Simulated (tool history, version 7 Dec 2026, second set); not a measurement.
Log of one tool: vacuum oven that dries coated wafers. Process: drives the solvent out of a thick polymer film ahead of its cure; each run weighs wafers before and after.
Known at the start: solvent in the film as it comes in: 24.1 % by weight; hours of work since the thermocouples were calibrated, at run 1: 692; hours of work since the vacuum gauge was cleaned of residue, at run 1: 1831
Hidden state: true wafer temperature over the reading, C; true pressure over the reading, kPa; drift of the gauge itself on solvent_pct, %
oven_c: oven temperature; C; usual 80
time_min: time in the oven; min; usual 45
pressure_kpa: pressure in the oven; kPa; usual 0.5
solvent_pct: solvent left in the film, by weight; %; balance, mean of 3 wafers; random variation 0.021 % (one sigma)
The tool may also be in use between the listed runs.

run,hour,oven_c,time_min,pressure_kpa,hours of work since the thermocouples were calibrated,hours of work since the vacuum gauge was cleaned of residue,solvent_pct
1,0,80,45,0.5,692,1831,1.51
2,68.1,80,45,0.5,731,1870,1.49
3,118,80,45,0.5,759,1898,1.55
4,186.4,80,45,0.5,798,1937,1.47
5,289.3,80,45,0.5,857,1996,1.47
6,375.5,80,45,0.5,906,2045,1.5
7,467.6,80,45,0.5,958,2097,1.5
8,516.4,80,45,0.5,986,2125,1.51
9,574.2,80,45,0.5,1019,2157,1.49
10,624.1,80,45,0.5,1047,2186,1.5
11,710.7,80,45,0.5,1096,2235,1.46
12,799.2,80,45,0.5,1146,2285,1.49
13,851,80,45,0.5,1176,2315,1.53
14,956.3,80,45,0.5,1236,2374,1.51
15,1004.5,80,45,0.5,1263,2402,1.52
# hour 1033.1: oven's thermocouples calibrated
16,1105.6,80,45,0.5,41,2458,1.5
17,1149.1,80,45,0.5,66,2483,1.54
18,1245.6,80,45,0.5,121,2538,1.53
19,1349.2,80,45,0.5,180,2596,1.52
20,1430.2,80,45,0.5,226,2643,1.47
21,1475.7,80,45,0.5,251,2668,1.5
22,1573.5,80,24,0.5,307,2724,4.82
# hour 1660.7: vacuum gauge cleaned of residue and calibrated
23,1676,80,24,0.5,364,9,4.83
24,1746.2,80,24,0.5,404,49,4.84
25,1788.9,89,55,0.913,429,73,0.26
26,1860.6,89,55,0.913,469,114,0.28
27,1934.5,89,55,0.913,511,156,0.26
28,2005.3,89,55,0.913,551,196,0.25
29,2089.7,89,55,0.913,599,244,0.27
30,2161.4,81,45,1.439,640,284,1.53
31,2235.5,81,49,0.816,682,327,1.13
32,2326.1,93,45,0.5,734,378,0.19
33,2375.3,93,45,0.5,762,406,0.15
34,2450.2,78,70,0.442,804,448,0.61
35,2515,75,29,0.432,841,485,5.59
36,2597.2,80,50,0.419,888,532,1.12
37,2687.9,84,75,0.638,939,583,0.21
38,2775.7,84,75,0.638,989,633,0.24
39,2830.7,89,75,0.352,1020,665,0.08
40,2919.3,89,75,0.352,1071,715,0.09
41,2997.1,83,34,0.352,1115,759,1.83
42,3067.7,83,34,0.352,1155,799,1.81
43,3159.5,76,40,0.5,1207,851,3.14
44,3220.6,76,40,0.5,1242,886,3.19
45,3277.9,80,26,0.405,1274,919,4.32
# hour 3287.5: oven's thermocouples calibrated
46,3378,80,26,0.405,51,974,4.3
47,3459.4,75,45,0.677,98,1021,2.99

3 ways to go on from here, each from the tool as it stands after run 47. What would each give?
A,3512.1,79,64,0.5,128,1051,?
B,3512.1,74,45,0.454,128,1051,?
C,3512.1,75,45,0.48,128,1051,?

run,solvent_pct
A,0.72
B,3.2
C,2.87
Without the tool's hidden state the same runs would have given:
run,solvent_pct
A,0.71
B,3.2
C,2.86
